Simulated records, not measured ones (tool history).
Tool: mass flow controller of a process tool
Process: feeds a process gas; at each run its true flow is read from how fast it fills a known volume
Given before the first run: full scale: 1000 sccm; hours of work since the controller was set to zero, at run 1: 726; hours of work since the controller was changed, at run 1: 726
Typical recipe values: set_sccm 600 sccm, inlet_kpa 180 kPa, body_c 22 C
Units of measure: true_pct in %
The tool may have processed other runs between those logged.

run      day  set_sccm  inlet_kpa  body_c  hours of work since the controller was set to zero  hours of work since the controller was changed  true_pct
  1    0.000       600        180      22                                                 726                                             726     99.08
  2   19.608       332        180      22                                                1040                                            1040     98.35
  3   42.617       332        180      22                                                1409                                            1409     98.56
  4   62.471       170        180      22                                                1728                                            1728     97.87
  5   74.933       170        243      22                                                1928                                            1928     98.31
  6   91.262       170        243      22                                                2190                                            2190     98.24
  7  110.362       600        180      22                                                2497                                            2497     98.75
  8  134.367       600        180      22                                                2882                                            2882     98.74
  9  145.462       600        180      22                                                3060                                            3060     98.82
 10  159.146       600        180      22                                                3279                                            3279     98.70
 11  176.542       219        180      22                                                3559                                            3559     97.80
 12  188.017       219        180      22                                                3743                                            3743     97.63
 13  207.142       600        180      26                                                4050                                            4050     98.21
 14  230.788       995        180      22                                                4429                                            4429     99.38
 15  249.929       995        180      22                                                4736                                            4736     99.37
 16  270.438       995        180      22                                                5065                                            5065     99.42
 17  290.521       820        180      22                                                5388                                            5388     98.84
 18  307.250       820        180      22                                                5656                                            5656     98.90
 19  319.721       820        180      22                                                5856                                            5856     98.79
 20  340.562       820        180      22                                                6191                                            6191     98.76
     341.858  -- controller's zero set anew
 21  352.296       170        180      22                                                 167                                            6379     97.12
 22  375.833       170        180      22                                                 545                                            6756     97.19
 23  397.500       277        165      22                                                 893                                            7104     97.17
 24  413.138       922        278      22                                                1144                                            7355     99.47
 25  429.862       922        278      22                                                1412                                            7623     99.43
 26  447.800       922        278      22                                                1700                                            7911     99.31
 27  469.725       922        278      22                                                2052                                            8263     99.33
 28  490.217       810        220      37                                                2381                                            8592     97.58
 29  506.575       139        205      22                                                2643                                            8854     96.85
 30  526.300       600        217      22                                                2960                                            9171     98.09
     527.821  -- gauge calibrated
 31  545.071       232        217      22                                                3261                                            9472     98.51
 32  561.954       105        244      21                                                3532                                            9743     98.41
 33  580.450       105        244      21                                                3829                                           10040     98.36
 34  592.875       453        244      21                                                4028                                           10239     99.13
 35  615.188       334        222      20                                                4386                                           10597     98.77
 36  638.188       600        180      31                                                4755                                           10966     98.14
 37  652.108       600        238      24                                                4979                                           11190     98.93
 38  670.246       600        238      24                                                5270                                           11481     98.98
 39  687.175       141        226      33                                                5541                                           11753     97.16
     696.850  -- controller exchanged for a calibrated one
 40  701.912       141        226      33                                                  81                                              81     97.08
 41  717.658       140        180      27                                                 334                                             334     97.23

Take each entry between the runs: how does the hidden state at the last listed run before it differ from the hidden state at the first listed run after it?
Logged between run 20 and run 21: controller's zero set anew (day 341.858)
  flow at rest that the sensor doesn't see, % of full scale: 0.007 -> 0; true flow over the shown one, %: -0.01 -> -0.02; drift of the gauge itself on true_pct, %: -0.9 -> -0.93
  measured less the result without the state, true_pct: -0.90 -> -0.92 %
Logged between run 30 and run 31: gauge calibrated (day 527.821)
  flow at rest that the sensor doesn't see, % of full scale: 0.003 -> 0.004; drift of the gauge itself on true_pct, %: -1.39 -> -0.05
  measured less the result without the state, true_pct: -1.39 -> -0.05 %
Logged between run 39 and run 40: controller exchanged for a calibrated one (day 696.850)
  flow at rest that the sensor doesn't see, % of full scale: 0.006 -> 0; true flow over the shown one, %: -0.03 -> 0; drift of the gauge itself on true_pct, %: -0.42 -> -0.46
  measured less the result without the state, true_pct: -0.40 -> -0.45 %
